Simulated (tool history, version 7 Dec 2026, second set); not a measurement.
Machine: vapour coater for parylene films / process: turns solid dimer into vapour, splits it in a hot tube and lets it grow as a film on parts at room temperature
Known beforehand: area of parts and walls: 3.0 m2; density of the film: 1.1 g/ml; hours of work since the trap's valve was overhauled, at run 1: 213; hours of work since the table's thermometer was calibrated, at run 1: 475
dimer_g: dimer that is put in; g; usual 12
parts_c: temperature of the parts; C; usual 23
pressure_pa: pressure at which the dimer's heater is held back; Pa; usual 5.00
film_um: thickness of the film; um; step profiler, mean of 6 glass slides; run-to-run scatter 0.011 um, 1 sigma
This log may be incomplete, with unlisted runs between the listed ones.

| run | hour | dimer_g | parts_c | pressure_pa | hours of work since the trap's valve was overhauled | hours of work since the table's thermometer was calibrated | film_um |
|---|---|---|---|---|---|---|---|
| 1 | 0.0 | 12 | 23 | 5.00 | 213 | 475 | 1.53 |
|  | 25.8 | trap's valve overhauled |
| 2 | 32.0 | 12 | 23 | 5.00 | 4 | 493 | 1.71 |
| 3 | 53.2 | 12 | 28 | 5.00 | 18 | 506 | 1.48 |
| 4 | 80.9 | 12 | 28 | 5.00 | 35 | 524 | 1.45 |
| 5 | 99.0 | 12 | 28 | 5.00 | 47 | 536 | 1.44 |
| 6 | 115.7 | 12 | 16 | 5.00 | 58 | 546 | 2.04 |
| 7 | 131.9 | 12 | 16 | 5.00 | 68 | 557 | 2.04 |
| 8 | 145.3 | 12 | 16 | 5.00 | 77 | 566 | 2.02 |
|  | 148.8 | table's thermometer calibrated |
| 9 | 166.2 | 12 | 16 | 5.00 | 90 | 11 | 2.03 |
| 10 | 188.9 | 12 | 24 | 5.00 | 104 | 26 | 1.56 |
| 11 | 218.0 | 12 | 18 | 5.00 | 123 | 45 | 1.87 |
| 12 | 244.0 | 12 | 26 | 5.00 | 140 | 61 | 1.45 |
| 13 | 266.0 | 12 | 26 | 5.00 | 154 | 75 | 1.45 |
| 14 | 291.0 | 12 | 26 | 5.00 | 170 | 91 | 1.43 |
| 15 | 306.3 | 11 | 18 | 2.25 | 180 | 101 | 1.91 |
| 16 | 325.7 | 11 | 18 | 2.25 | 192 | 114 | 1.90 |
|  | 338.2 | table's thermometer calibrated, once more |
| 17 | 341.3 | 11 | 18 | 2.25 | 202 | 2 | 1.93 |
| 18 | 356.8 | 21 | 22 | 7.24 | 212 | 12 | 2.59 |
| 19 | 369.7 | 12 | 18 | 3.89 | 220 | 20 | 1.86 |
|  | 386.0 | trap's valve overhauled |
| 20 | 389.5 | 12 | 18 | 3.89 | 2 | 30 | 2.11 |
| 21 | 415.0 | 12 | 23 | 2.35 | 19 | 47 | 1.96 |
| 22 | 441.1 | 5 | 23 | 6.92 | 35 | 64 | 0.67 |
| 23 | 462.3 | 9 | 20 | 5.00 | 49 | 77 | 1.39 |
| 24 | 490.8 | 12 | 23 | 7.64 | 67 | 96 | 1.52 |
| 25 | 506.8 | 17 | 16 | 2.82 | 78 | 106 | 3.25 |
| 26 | 519.5 | 17 | 16 | 2.82 | 86 | 114 | 3.18 |
| 27 | 534.1 | 11 | 28 | 4.52 | 95 | 123 | 1.33 |

Consider 4 possible next runs. They are alternatives, not a sequence: every one starts from the tool as it was left by run 27. What does each give?
| A | 547.4 | 11 | 20 | 5.17 | 104 | 132 | ? |
| B | 547.4 | 8 | 23 | 5.00 | 104 | 132 | ? |
| C | 547.4 | 19 | 18 | 3.25 | 104 | 132 | ? |
| D | 547.4 | 11 | 18 | 2.70 | 104 | 132 | ? |

| run | film_um |
|---|---|
| A | 1.62 |
| B | 1.09 |
| C | 3.25 |
| D | 1.95 |
With no hidden state in the tool, these same runs would have given:
| run | film_um |
|---|---|
| A | 1.72 |
| B | 1.16 |
| C | 3.45 |
| D | 2.07 |

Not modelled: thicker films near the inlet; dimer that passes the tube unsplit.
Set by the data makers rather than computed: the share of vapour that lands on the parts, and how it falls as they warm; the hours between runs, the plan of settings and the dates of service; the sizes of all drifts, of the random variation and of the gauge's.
